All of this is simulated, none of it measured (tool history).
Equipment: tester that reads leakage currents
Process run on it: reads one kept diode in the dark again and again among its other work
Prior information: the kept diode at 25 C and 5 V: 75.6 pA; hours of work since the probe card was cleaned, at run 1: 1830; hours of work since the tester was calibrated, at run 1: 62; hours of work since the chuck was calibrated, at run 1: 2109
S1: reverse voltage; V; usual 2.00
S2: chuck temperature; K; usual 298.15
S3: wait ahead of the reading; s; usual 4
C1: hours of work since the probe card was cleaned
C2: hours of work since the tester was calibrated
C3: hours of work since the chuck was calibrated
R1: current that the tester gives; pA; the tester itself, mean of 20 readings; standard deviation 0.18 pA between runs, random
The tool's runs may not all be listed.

run,hour,S1,S2,S3,C1,C2,C3,R1
1,0.0,2.00,298.15,4,1830,62,2109,51.03
2,33.7,2.00,298.15,4,1847,79,2126,50.98
3,71.5,2.00,298.15,4,1866,98,2145,50.78
4,107.6,2.00,298.15,4,1884,117,2163,50.48
5,127.4,5.29,298.15,4,1894,126,2173,71.10
6,164.9,12.08,298.15,4,1913,145,2191,96.73
7,186.0,12.08,298.15,4,1924,156,2202,96.81
8,213.9,12.08,298.15,4,1938,170,2216,97.33
9,252.9,12.08,298.15,4,1957,190,2236,97.52
10,289.3,2.00,298.15,4,1976,208,2254,50.44
11,328.1,2.00,298.15,4,1995,227,2273,50.46
12,349.7,2.00,298.15,4,2006,238,2284,50.17
13,367.5,2.00,298.15,4,2015,247,2293,50.23
14,393.7,2.00,298.15,4,2028,260,2306,50.69
15,424.9,15.88,298.15,4,2044,276,2322,107.78
16,461.2,15.88,298.15,4,2062,294,2340,107.90
17,485.5,2.00,304.15,4,2074,306,2352,81.61
# hour 490.3: tester calibrated
# hour 500.3: chuck's temperature calibrated
18,511.8,2.00,304.15,4,2085,10,6,94.07
19,550.5,2.00,304.15,4,2105,29,25,94.34

Run 20 is up next; what results do you expect?
20,575.7,2.00,304.15,4,2117,42,38,?

Run 20 yielded R1 93.61 pA.
Take away the tool's hidden state, keep the run-to-run variation as it was, and the same run would have given R1 92.66 pA.
